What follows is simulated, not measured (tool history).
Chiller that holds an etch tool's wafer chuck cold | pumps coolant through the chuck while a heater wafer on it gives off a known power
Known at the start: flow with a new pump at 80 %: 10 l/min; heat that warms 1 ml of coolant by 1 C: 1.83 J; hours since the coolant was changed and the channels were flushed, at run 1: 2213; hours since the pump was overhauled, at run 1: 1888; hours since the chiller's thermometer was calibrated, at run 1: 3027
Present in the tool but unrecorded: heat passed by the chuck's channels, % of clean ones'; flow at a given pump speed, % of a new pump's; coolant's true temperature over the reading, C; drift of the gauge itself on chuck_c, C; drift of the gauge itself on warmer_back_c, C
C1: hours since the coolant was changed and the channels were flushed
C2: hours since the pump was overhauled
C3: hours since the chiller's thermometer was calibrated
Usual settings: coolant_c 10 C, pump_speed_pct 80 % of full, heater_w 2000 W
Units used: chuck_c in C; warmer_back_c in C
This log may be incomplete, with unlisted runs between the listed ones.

run 1 hour=0.0 | coolant_c=10 pump_speed_pct=80 heater_w=2000 | C1=2213 C2=1888 C3=3027 | chuck_c=27.4 warmer_back_c=6.98
run 2 hour=170.4 | coolant_c=10 pump_speed_pct=80 heater_w=2000 | C1=2384 C2=2058 C3=3197 | chuck_c=27.5 warmer_back_c=7.06
-- hour=232.1 chiller's thermometer calibrated
run 3 hour=304.0 | coolant_c=10 pump_speed_pct=80 heater_w=2000 | C1=2516 C2=2191 C3=72 | chuck_c=29.0 warmer_back_c=7.12
run 4 hour=392.3 | coolant_c=16 pump_speed_pct=80 heater_w=2000 | C1=2605 C2=2279 C3=160 | chuck_c=34.7 warmer_back_c=7.09
run 5 hour=549.2 | coolant_c=10 pump_speed_pct=80 heater_w=1936 | C1=2761 C2=2436 C3=317 | chuck_c=28.5 warmer_back_c=6.94
run 6 hour=694.3 | coolant_c=10 pump_speed_pct=80 heater_w=2000 | C1=2907 C2=2581 C3=462 | chuck_c=29.1 warmer_back_c=7.27
run 7 hour=873.8 | coolant_c=10 pump_speed_pct=80 heater_w=2000 | C1=3086 C2=2761 C3=642 | chuck_c=29.2 warmer_back_c=7.21
run 8 hour=1026.9 | coolant_c=10 pump_speed_pct=80 heater_w=2000 | C1=3239 C2=2914 C3=795 | chuck_c=29.4 warmer_back_c=7.34
run 9 hour=1189.1 | coolant_c=10 pump_speed_pct=80 heater_w=2000 | C1=3401 C2=3076 C3=957 | chuck_c=29.6 warmer_back_c=7.35
run 10 hour=1277.6 | coolant_c=10 pump_speed_pct=80 heater_w=1300 | C1=3490 C2=3164 C3=1046 | chuck_c=22.9 warmer_back_c=4.80
-- hour=1371.7 coolant changed, channels flushed
run 11 hour=1423.7 | coolant_c=10 pump_speed_pct=80 heater_w=1651 | C1=52 C2=3305 C3=1186 | chuck_c=24.4 warmer_back_c=6.06
run 12 hour=1507.7 | coolant_c=10 pump_speed_pct=80 heater_w=1651 | C1=136 C2=3389 C3=1270 | chuck_c=24.6 warmer_back_c=6.11
run 13 hour=1676.1 | coolant_c=10 pump_speed_pct=74 heater_w=2000 | C1=304 C2=3557 C3=1438 | chuck_c=29.3 warmer_back_c=8.20
run 14 hour=1816.8 | coolant_c=10 pump_speed_pct=74 heater_w=2000 | C1=445 C2=3698 C3=1579 | chuck_c=29.5 warmer_back_c=8.21
run 15 hour=1919.7 | coolant_c=10 pump_speed_pct=74 heater_w=2000 | C1=548 C2=3801 C3=1682 | chuck_c=29.7 warmer_back_c=8.25
-- hour=1978.2 coolant pump overhauled
run 16 hour=2072.4 | coolant_c=10 pump_speed_pct=74 heater_w=2000 | C1=696 C2=94 C3=1829 | chuck_c=27.1 warmer_back_c=7.13
run 17 hour=2149.5 | coolant_c=10 pump_speed_pct=77 heater_w=1792 | C1=773 C2=171 C3=1906 | chuck_c=24.9 warmer_back_c=6.12
run 18 hour=2244.4 | coolant_c=4 pump_speed_pct=66 heater_w=1371 | C1=868 C2=266 C3=2001 | chuck_c=17.2 warmer_back_c=5.64
run 19 hour=2400.0 | coolant_c=15 pump_speed_pct=80 heater_w=1311 | C1=1023 C2=422 C3=2157 | chuck_c=25.3 warmer_back_c=4.30
run 20 hour=2538.0 | coolant_c=19 pump_speed_pct=84 heater_w=1111 | C1=1161 C2=560 C3=2295 | chuck_c=27.3 warmer_back_c=3.50
run 21 hour=2694.8 | coolant_c=16 pump_speed_pct=88 heater_w=2067 | C1=1318 C2=717 C3=2452 | chuck_c=31.4 warmer_back_c=6.27
run 22 hour=2826.7 | coolant_c=1 pump_speed_pct=80 heater_w=2592 | C1=1450 C2=849 C3=2584 | chuck_c=22.6 warmer_back_c=8.69
run 23 hour=2961.4 | coolant_c=10 pump_speed_pct=73 heater_w=2000 | C1=1585 C2=983 C3=2718 | chuck_c=28.3 warmer_back_c=7.45
run 24 hour=3053.3 | coolant_c=14 pump_speed_pct=80 heater_w=2000 | C1=1677 C2=1075 C3=2810 | chuck_c=30.8 warmer_back_c=6.78
run 25 hour=3134.1 | coolant_c=13 pump_speed_pct=80 heater_w=1540 | C1=1757 C2=1156 C3=2891 | chuck_c=25.8 warmer_back_c=5.20
run 26 hour=3272.9 | coolant_c=15 pump_speed_pct=80 heater_w=1337 | C1=1896 C2=1295 C3=3030 | chuck_c=25.9 warmer_back_c=4.57

What will run 27 give?
run 27 hour=3370.8 | coolant_c=0 pump_speed_pct=83 heater_w=1629 | C1=1994 C2=1393 C3=3128 | chuck_c=? warmer_back_c=?

chuck_c: 13.2 C
warmer_back_c: 5.30 C
Minus the tool's unlogged condition, the same run would have read chuck_c 12.7 C, warmer_back_c 5.06 C.
